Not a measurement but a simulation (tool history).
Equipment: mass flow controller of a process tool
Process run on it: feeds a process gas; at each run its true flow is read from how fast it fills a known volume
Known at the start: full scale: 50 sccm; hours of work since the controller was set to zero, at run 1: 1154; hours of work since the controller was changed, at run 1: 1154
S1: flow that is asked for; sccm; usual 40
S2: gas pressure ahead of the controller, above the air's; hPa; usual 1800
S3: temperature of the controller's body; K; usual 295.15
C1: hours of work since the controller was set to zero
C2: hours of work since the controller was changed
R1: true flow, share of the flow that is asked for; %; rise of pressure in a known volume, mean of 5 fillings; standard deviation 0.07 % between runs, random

| run | hour | S1 | S2 | S3 | C1 | C2 | R1 |
|---|---|---|---|---|---|---|---|
| 1 | 0 | 40 | 1800 | 295.15 | 1154 | 1154 | 99.14 |
| 2 | 109.4 | 40 | 1800 | 295.15 | 1227 | 1227 | 99.1 |
| 3 | 247.3 | 40 | 2300 | 295.15 | 1319 | 1319 | 99.18 |
| 4 | 340.4 | 40 | 1800 | 295.15 | 1381 | 1381 | 98.93 |
| 5 | 517.6 | 40 | 1800 | 295.15 | 1498 | 1498 | 99.09 |
| 6 | 720.9 | 40 | 1800 | 295.15 | 1634 | 1634 | 99.11 |
| 7 | 805.5 | 14 | 1800 | 295.15 | 1690 | 1690 | 97.73 |
| 8 | 964.4 | 40 | 2690 | 295.15 | 1796 | 1796 | 99.25 |
| 9 | 1070.4 | 40 | 2690 | 295.15 | 1866 | 1866 | 99.21 |
| 10 | 1269.8 | 40 | 1800 | 295.15 | 1999 | 1999 | 98.98 |
| 11 | 1442.4 | 40 | 1800 | 295.15 | 2114 | 2114 | 98.85 |
| 12 | 1620.8 | 40 | 1800 | 295.15 | 2233 | 2233 | 98.87 |
| 13 | 1708.2 | 40 | 1800 | 305.15 | 2291 | 2291 | 99.19 |
| 14 | 1893.2 | 9 | 1800 | 305.15 | 2414 | 2414 | 97.82 |
| 15 | 2057.2 | 9 | 1800 | 305.15 | 2523 | 2523 | 97.79 |
| 16 | 2234.4 | 9 | 1800 | 305.15 | 2641 | 2641 | 97.93 |
| 17 | 2360.3 | 9 | 1800 | 305.15 | 2725 | 2725 | 97.99 |
| 18 | 2554.5 | 9 | 1800 | 305.15 | 2854 | 2854 | 97.89 |
| 19 | 2726.7 | 40 | 1800 | 295.15 | 2969 | 2969 | 98.82 |
|  | 2740.7 | controller's zero set anew |
| 20 | 2815.7 | 40 | 1800 | 295.15 | 50 | 3028 | 98.73 |
| 21 | 2986.2 | 40 | 1480 | 295.15 | 163 | 3141 | 98.71 |
| 22 | 3113.7 | 40 | 1480 | 295.15 | 248 | 3226 | 98.71 |
| 23 | 3204.9 | 40 | 1480 | 295.15 | 309 | 3287 | 98.6 |
| 24 | 3405.7 | 40 | 1480 | 295.15 | 443 | 3420 | 98.61 |
| 25 | 3521.6 | 16 | 2310 | 302.15 | 520 | 3497 | 97.89 |
| 26 | 3717 | 16 | 2310 | 302.15 | 650 | 3627 | 97.97 |
| 27 | 3815.2 | 6 | 2150 | 305.15 | 715 | 3693 | 98.69 |
|  | 3897.7 | controller's zero set anew, once more |
| 28 | 3934.3 | 9 | 2250 | 305.15 | 24 | 3772 | 96.89 |
| 29 | 4054.5 | 17 | 1800 | 295.15 | 104 | 3852 | 96.87 |
| 30 | 4251.4 | 28 | 2260 | 299.15 | 235 | 3983 | 97.64 |
| 31 | 4427.7 | 36 | 1960 | 299.15 | 353 | 4100 | 98.08 |
| 32 | 4624.7 | 11 | 2350 | 293.15 | 484 | 4231 | 96.63 |
| 33 | 4754.2 | 11 | 2350 | 293.15 | 570 | 4317 | 96.68 |
| 34 | 4945.9 | 15 | 1980 | 297.15 | 698 | 4445 | 96.81 |
| 35 | 5086.6 | 15 | 1980 | 297.15 | 791 | 4539 | 96.8 |
| 36 | 5175.5 | 5 | 2730 | 296.15 | 850 | 4598 | 96.74 |
| 37 | 5364.6 | 5 | 2730 | 296.15 | 976 | 4724 | 96.77 |
| 38 | 5515.2 | 32 | 1800 | 298.15 | 1076 | 4824 | 97.77 |
| 39 | 5702.4 | 32 | 1800 | 298.15 | 1201 | 4948 | 97.8 |
| 40 | 5866 | 32 | 1800 | 294.15 | 1310 | 5057 | 97.54 |
| 41 | 6066.8 | 33 | 1490 | 299.15 | 1444 | 5191 | 97.54 |
| 42 | 6177.1 | 6 | 1490 | 306.15 | 1517 | 5264 | 96.65 |
| 43 | 6311.1 | 6 | 2770 | 299.15 | 1606 | 5353 | 96.87 |
| 44 | 6496.7 | 10 | 2160 | 295.15 | 1730 | 5477 | 96.41 |

What if the next run were any one of these 5? Each begins from the tool's condition after run 44:
| A | 6616.7 | 7 | 1800 | 296.15 | 1810 | 5557 | ? |
| B | 6616.7 | 40 | 1800 | 303.15 | 1810 | 5557 | ? |
| C | 6616.7 | 10 | 1840 | 303.15 | 1810 | 5557 | ? |
| D | 6616.7 | 13 | 2320 | 295.15 | 1810 | 5557 | ? |
| E | 6616.7 | 9 | 2160 | 295.15 | 1810 | 5557 | ? |

| run | R1 |
|---|---|
| A | 96.68 |
| B | 98.09 |
| C | 96.7 |
| D | 96.7 |
| E | 96.56 |
Had the tool no hidden state, the same runs would have come out as:
| run | R1 |
|---|---|
| A | 97.26 |
| B | 99.39 |
| C | 97.54 |
| D | 97.68 |
| E | 97.34 |

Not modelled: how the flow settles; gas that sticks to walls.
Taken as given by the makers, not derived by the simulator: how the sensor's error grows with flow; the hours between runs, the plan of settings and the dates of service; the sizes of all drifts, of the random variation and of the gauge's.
